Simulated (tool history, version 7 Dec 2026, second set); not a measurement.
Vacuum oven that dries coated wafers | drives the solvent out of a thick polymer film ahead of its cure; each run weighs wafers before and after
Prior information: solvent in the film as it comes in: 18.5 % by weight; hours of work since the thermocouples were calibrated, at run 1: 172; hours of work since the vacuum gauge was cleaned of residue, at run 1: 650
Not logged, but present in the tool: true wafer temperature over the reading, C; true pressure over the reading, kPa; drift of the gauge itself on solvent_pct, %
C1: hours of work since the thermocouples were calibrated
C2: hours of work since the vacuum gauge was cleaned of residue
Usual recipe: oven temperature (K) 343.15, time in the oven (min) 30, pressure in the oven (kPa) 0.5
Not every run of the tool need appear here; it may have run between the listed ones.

{"run": 1, "hour": 0.0, "oven temperature (K)": 343.15, "time in the oven (min)": 30, "pressure in the oven (kPa)": 0.5, "C1": 172, "C2": 650, "solvent left in the film (%)": 2.65}
{"run": 2, "hour": 34.1, "oven temperature (K)": 343.15, "time in the oven (min)": 30, "pressure in the oven (kPa)": 0.5, "C1": 191, "C2": 669, "solvent left in the film (%)": 2.59}
{"run": 3, "hour": 71.8, "oven temperature (K)": 343.15, "time in the oven (min)": 30, "pressure in the oven (kPa)": 0.5, "C1": 213, "C2": 691, "solvent left in the film (%)": 2.62}
{"run": 4, "hour": 102.7, "oven temperature (K)": 344.15, "time in the oven (min)": 30, "pressure in the oven (kPa)": 0.5, "C1": 230, "C2": 708, "solvent left in the film (%)": 2.32}
{"run": 5, "hour": 146.3, "oven temperature (K)": 343.15, "time in the oven (min)": 30, "pressure in the oven (kPa)": 0.5, "C1": 254, "C2": 732, "solvent left in the film (%)": 2.64}
{"run": 6, "hour": 171.4, "oven temperature (K)": 343.15, "time in the oven (min)": 30, "pressure in the oven (kPa)": 0.5, "C1": 268, "C2": 746, "solvent left in the film (%)": 2.58}
{"run": 7, "hour": 225.0, "oven temperature (K)": 343.15, "time in the oven (min)": 30, "pressure in the oven (kPa)": 0.5, "C1": 298, "C2": 776, "solvent left in the film (%)": 2.62}
{"run": 8, "hour": 269.2, "oven temperature (K)": 343.15, "time in the oven (min)": 30, "pressure in the oven (kPa)": 0.5, "C1": 323, "C2": 801, "solvent left in the film (%)": 2.58}
{"run": 9, "hour": 321.8, "oven temperature (K)": 343.15, "time in the oven (min)": 30, "pressure in the oven (kPa)": 0.5, "C1": 352, "C2": 830, "solvent left in the film (%)": 2.56}
{"run": 10, "hour": 378.1, "oven temperature (K)": 343.15, "time in the oven (min)": 30, "pressure in the oven (kPa)": 0.5, "C1": 384, "C2": 862, "solvent left in the film (%)": 2.62}
{"run": 11, "hour": 424.8, "oven temperature (K)": 343.15, "time in the oven (min)": 21, "pressure in the oven (kPa)": 0.5, "C1": 410, "C2": 888, "solvent left in the film (%)": 4.23}
{"run": 12, "hour": 466.1, "oven temperature (K)": 343.15, "time in the oven (min)": 21, "pressure in the oven (kPa)": 0.5, "C1": 433, "C2": 911, "solvent left in the film (%)": 4.3}
{"run": 13, "hour": 489.0, "oven temperature (K)": 343.15, "time in the oven (min)": 21, "pressure in the oven (kPa)": 0.5, "C1": 446, "C2": 924, "solvent left in the film (%)": 4.33}
{"run": 14, "hour": 540.0, "oven temperature (K)": 343.15, "time in the oven (min)": 30, "pressure in the oven (kPa)": 0.5, "C1": 475, "C2": 953, "solvent left in the film (%)": 2.64}
{"run": 15, "hour": 564.5, "oven temperature (K)": 343.15, "time in the oven (min)": 30, "pressure in the oven (kPa)": 0.5, "C1": 488, "C2": 966, "solvent left in the film (%)": 2.54}
{"run": 16, "hour": 595.5, "oven temperature (K)": 343.15, "time in the oven (min)": 28, "pressure in the oven (kPa)": 0.592, "C1": 506, "C2": 984, "solvent left in the film (%)": 2.91}
{"run": 17, "hour": 642.2, "oven temperature (K)": 336.15, "time in the oven (min)": 49, "pressure in the oven (kPa)": 0.441, "C1": 532, "C2": 1010, "solvent left in the film (%)": 2.64}
{"run": 18, "hour": 695.4, "oven temperature (K)": 331.15, "time in the oven (min)": 18, "pressure in the oven (kPa)": 0.541, "C1": 561, "C2": 1039, "solvent left in the film (%)": 9.5}
{"run": 19, "hour": 738.5, "oven temperature (K)": 331.15, "time in the oven (min)": 18, "pressure in the oven (kPa)": 0.541, "C1": 586, "C2": 1064, "solvent left in the film (%)": 9.55}
{"run": 20, "hour": 776.9, "oven temperature (K)": 331.15, "time in the oven (min)": 18, "pressure in the oven (kPa)": 0.541, "C1": 607, "C2": 1085, "solvent left in the film (%)": 9.5}
{"run": 21, "hour": 830.3, "oven temperature (K)": 331.15, "time in the oven (min)": 18, "pressure in the oven (kPa)": 0.541, "C1": 637, "C2": 1115, "solvent left in the film (%)": 9.58}
{"run": 22, "hour": 879.0, "oven temperature (K)": 331.15, "time in the oven (min)": 18, "pressure in the oven (kPa)": 0.541, "C1": 664, "C2": 1142, "solvent left in the film (%)": 9.52}
{"run": 23, "hour": 933.3, "oven temperature (K)": 356.15, "time in the oven (min)": 21, "pressure in the oven (kPa)": 0.451, "C1": 695, "C2": 1173, "solvent left in the film (%)": 0.91}
{"run": 24, "hour": 984.6, "oven temperature (K)": 356.15, "time in the oven (min)": 21, "pressure in the oven (kPa)": 0.451, "C1": 723, "C2": 1201, "solvent left in the film (%)": 0.86}
{"run": 25, "hour": 1011.0, "oven temperature (K)": 356.15, "time in the oven (min)": 21, "pressure in the oven (kPa)": 0.451, "C1": 738, "C2": 1216, "solvent left in the film (%)": 0.94}
{"run": 26, "hour": 1037.6, "oven temperature (K)": 338.15, "time in the oven (min)": 21, "pressure in the oven (kPa)": 0.535, "C1": 753, "C2": 1231, "solvent left in the film (%)": 6.14}
{"hour": 1051.4, "done": "oven's thermocouples calibrated"}
{"run": 27, "hour": 1082.6, "oven temperature (K)": 357.15, "time in the oven (min)": 19, "pressure in the oven (kPa)": 0.984, "C1": 17, "C2": 1255, "solvent left in the film (%)": 1.16}
{"run": 28, "hour": 1113.5, "oven temperature (K)": 357.15, "time in the oven (min)": 19, "pressure in the oven (kPa)": 0.984, "C1": 35, "C2": 1272, "solvent left in the film (%)": 1.14}

Alternative continuations, all from the tool just after run 28; predict every row:
{"run": "A", "hour": 1140.5, "oven temperature (K)": 336.15, "time in the oven (min)": 41, "pressure in the oven (kPa)": 1.111, "C1": 50, "C2": 1287, "solvent left in the film (%)": "?"}
{"run": "B", "hour": 1140.5, "oven temperature (K)": 357.15, "time in the oven (min)": 33, "pressure in the oven (kPa)": 0.868, "C1": 50, "C2": 1287, "solvent left in the film (%)": "?"}
{"run": "C", "hour": 1140.5, "oven temperature (K)": 335.15, "time in the oven (min)": 20, "pressure in the oven (kPa)": 0.744, "C1": 50, "C2": 1287, "solvent left in the film (%)": "?"}
{"run": "D", "hour": 1140.5, "oven temperature (K)": 329.15, "time in the oven (min)": 30, "pressure in the oven (kPa)": 0.5, "C1": 50, "C2": 1287, "solvent left in the film (%)": "?"}
{"run": "E", "hour": 1140.5, "oven temperature (K)": 343.15, "time in the oven (min)": 40, "pressure in the oven (kPa)": 1.769, "C1": 50, "C2": 1287, "solvent left in the film (%)": "?"}

run=A solvent_left_in_the_film_(%)=3.83
run=B solvent_left_in_the_film_(%)=0.41
run=C solvent_left_in_the_film_(%)=7.6
run=D solvent_left_in_the_film_(%)=7.82
run=E solvent_left_in_the_film_(%)=2.22
Had the tool no hidden state, the same runs would have come out as:
run=A solvent_left_in_the_film_(%)=3.78
run=B solvent_left_in_the_film_(%)=0.31
run=C solvent_left_in_the_film_(%)=7.61
run=D solvent_left_in_the_film_(%)=7.78
run=E solvent_left_in_the_film_(%)=2.15

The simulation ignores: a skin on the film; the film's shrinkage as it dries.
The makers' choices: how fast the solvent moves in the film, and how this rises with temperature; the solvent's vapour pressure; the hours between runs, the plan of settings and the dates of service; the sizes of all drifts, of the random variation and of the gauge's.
